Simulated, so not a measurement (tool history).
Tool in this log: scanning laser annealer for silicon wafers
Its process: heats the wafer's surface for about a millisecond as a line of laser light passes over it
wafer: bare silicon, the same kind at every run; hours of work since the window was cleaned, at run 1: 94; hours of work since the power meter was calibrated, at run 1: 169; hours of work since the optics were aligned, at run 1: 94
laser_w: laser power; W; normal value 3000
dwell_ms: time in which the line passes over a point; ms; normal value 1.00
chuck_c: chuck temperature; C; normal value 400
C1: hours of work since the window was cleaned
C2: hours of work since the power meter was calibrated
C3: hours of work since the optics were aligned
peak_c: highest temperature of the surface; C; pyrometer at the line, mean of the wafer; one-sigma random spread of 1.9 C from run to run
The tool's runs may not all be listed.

Run 1, hour 0.0: usual settings; C1 94; C2 169; C3 94. Result: peak_c 1163 C.
Run 2, hour 12.7: usual settings but dwell_ms 1.07 ms; C1 103; C2 178; C3 103. Result: peak_c 1186 C.
Run 3, hour 27.9: usual settings but dwell_ms 1.07 ms; C1 115; C2 190; C3 115. Result: peak_c 1183 C.
Run 4, hour 43.9: usual settings but chuck_c 387 C; C1 126; C2 201; C3 126. Result: peak_c 1145 C.
Run 5, hour 50.4: usual settings; C1 131; C2 206; C3 131. Result: peak_c 1158 C.
Run 6, hour 60.0: usual settings but laser_w 2929 W; C1 138; C2 213; C3 138. Result: peak_c 1139 C.
Run 7, hour 67.2: usual settings but laser_w 2929 W; C1 143; C2 218; C3 143. Result: peak_c 1134 C.
Run 8, hour 82.4: usual settings; C1 154; C2 229; C3 154. Result: peak_c 1153 C.
Run 9, hour 96.4: usual settings but chuck_c 430 C; C1 164; C2 239; C3 164. Result: peak_c 1183 C.
Run 10, hour 108.3: usual settings but chuck_c 378 C; C1 173; C2 248; C3 173. Result: peak_c 1136 C.
Run 11, hour 124.3: usual settings but chuck_c 378 C; C1 184; C2 259; C3 184. Result: peak_c 1133 C.
Run 12, hour 130.8: usual settings but chuck_c 378 C; C1 189; C2 264; C3 189. Result: peak_c 1131 C.
Run 13, hour 142.6: usual settings but chuck_c 378 C; C1 198; C2 273; C3 198. Result: peak_c 1134 C.
Run 14, hour 150.8: usual settings but laser_w 3261 W, dwell_ms 0.89 ms, chuck_c 378 C; C1 204; C2 279; C3 204. Result: peak_c 1171 C.
Run 15, hour 157.4: usual settings but dwell_ms 0.83 ms, chuck_c 432 C; C1 208; C2 284; C3 208. Result: peak_c 1122 C.
Run 16, hour 170.1: usual settings but laser_w 2761 W, dwell_ms 0.89 ms, chuck_c 389 C; C1 218; C2 293; C3 218. Result: peak_c 1032 C.
Run 17, hour 178.9: usual settings but laser_w 2761 W, dwell_ms 0.89 ms, chuck_c 389 C; C1 224; C2 299; C3 224. Result: peak_c 1032 C.
Run 18, hour 190.7: usual settings but laser_w 2818 W, dwell_ms 0.96 ms, chuck_c 373 C; C1 233; C2 308; C3 233. Result: peak_c 1055 C.
Run 19, hour 199.2: usual settings but laser_w 3020 W, chuck_c 401 C; C1 239; C2 314; C3 239. Result: peak_c 1156 C.
Run 20, hour 209.4: usual settings but chuck_c 434 C; C1 246; C2 321; C3 246. Result: peak_c 1183 C.
Run 21, hour 216.9: usual settings but laser_w 2819 W, dwell_ms 0.87 ms, chuck_c 420 C; C1 252; C2 327; C3 252. Result: peak_c 1071 C.
Run 22, hour 232.3: usual settings but laser_w 2819 W, dwell_ms 0.87 ms, chuck_c 420 C; C1 263; C2 338; C3 263. Result: peak_c 1066 C.
Run 23, hour 242.1: usual settings but laser_w 2819 W, dwell_ms 0.74 ms, chuck_c 423 C; C1 270; C2 345; C3 270. Result: peak_c 1030 C.
Run 24, hour 253.7: usual settings but laser_w 2928 W; C1 278; C2 353; C3 278. Result: peak_c 1122 C.
Run 25, hour 267.2: usual settings but laser_w 2928 W; C1 288; C2 363; C3 288. Result: peak_c 1123 C.
Run 26, hour 274.6: usual settings but laser_w 2928 W, dwell_ms 0.89 ms, chuck_c 411 C; C1 294; C2 369; C3 294. Result: peak_c 1098 C.

Hidden state or all else? Some run-to-run changes of peak_c, split into what the settings, what came in and random variation would give without the hidden state, and what is left for the hidden state (with any gauge scatter that isn't in both results):
Hidden state present: light that passes the window, % of a clean one's; laser's true power over the reading, %; width of the line over the set one, %; drift of the gauge itself on peak_c, C.
Run 14 -> 15: laser_w 3261 -> 3000, dwell_ms 0.89 -> 0.83, chuck_c 378 -> 432. peak_c -49 C: hidden state +4, all else -53.
Run 18 -> 19: laser_w 2818 -> 3020, dwell_ms 0.96 -> 1.00, chuck_c 373 -> 401. peak_c +101 C: hidden state -3, all else +104.
Run 20 -> 21: laser_w 3000 -> 2819, dwell_ms 1.00 -> 0.87, chuck_c 434 -> 420. peak_c -112 C: hidden state +3, all else -115.
Run 23 -> 24: laser_w 2819 -> 2928, dwell_ms 0.74 -> 1.00, chuck_c 423 -> 400. peak_c +92 C: hidden state -7, all else +99.
